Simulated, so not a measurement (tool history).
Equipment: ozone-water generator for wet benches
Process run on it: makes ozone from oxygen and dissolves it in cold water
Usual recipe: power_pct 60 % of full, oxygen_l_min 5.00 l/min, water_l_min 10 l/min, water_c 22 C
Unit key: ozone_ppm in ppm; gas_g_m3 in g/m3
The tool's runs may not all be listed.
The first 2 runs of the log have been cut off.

run,hour,power_pct,oxygen_l_min,water_l_min,water_c,ozone_ppm,gas_g_m3
3,155.5,60,5.00,10,22,19.1,142.9
4,246.3,42,5.00,10,22,13.9,106.5
5,341.6,60,5.00,10,22,18.8,144.8
6,399.0,60,5.00,10,22,19.1,143.2
7,486.0,60,5.00,10,22,18.8,144.0
8,586.6,60,5.00,10,22,19.0,142.7
# hour 599.4: contactor cleaned
9,691.9,60,5.00,10,22,18.8,142.4
10,736.4,60,5.00,10,29,16.1,143.5
11,820.5,60,5.00,10,22,18.5,144.5
12,915.7,60,5.00,10,22,18.5,142.5
# hour 950.4: contactor cleaned, once more
13,966.2,60,5.00,10,22,18.6,142.3
14,1014.5,60,5.00,10,22,18.7,142.4
15,1079.5,60,5.00,10,22,19.0,142.4
16,1145.0,44,3.36,8,22,17.0,132.0
17,1227.0,44,3.36,8,22,17.4,133.5
18,1303.5,53,3.36,13,18,14.6,153.8
19,1389.7,53,3.36,13,14,15.5,154.0
20,1453.0,60,7.46,9,20,19.8,118.2
21,1547.0,60,7.46,9,20,19.5,117.7
22,1646.0,50,5.00,10,22,15.8,121.5
23,1741.5,60,7.31,13,22,14.9,117.0
24,1796.2,86,3.50,14,22,19.3,220.5
25,1899.8,77,3.86,10,14,26.1,194.8

Run 26 comes next. What will it give?
26,1949.1,77,3.86,10,14,?,?

ozone_ppm: 26.7 ppm
gas_g_m3: 195.4 g/m3
If the tool had no hidden condition, the same run with the same run-to-run variation would have returned ozone_ppm 29.8 ppm, gas_g_m3 215.1 g/m3.
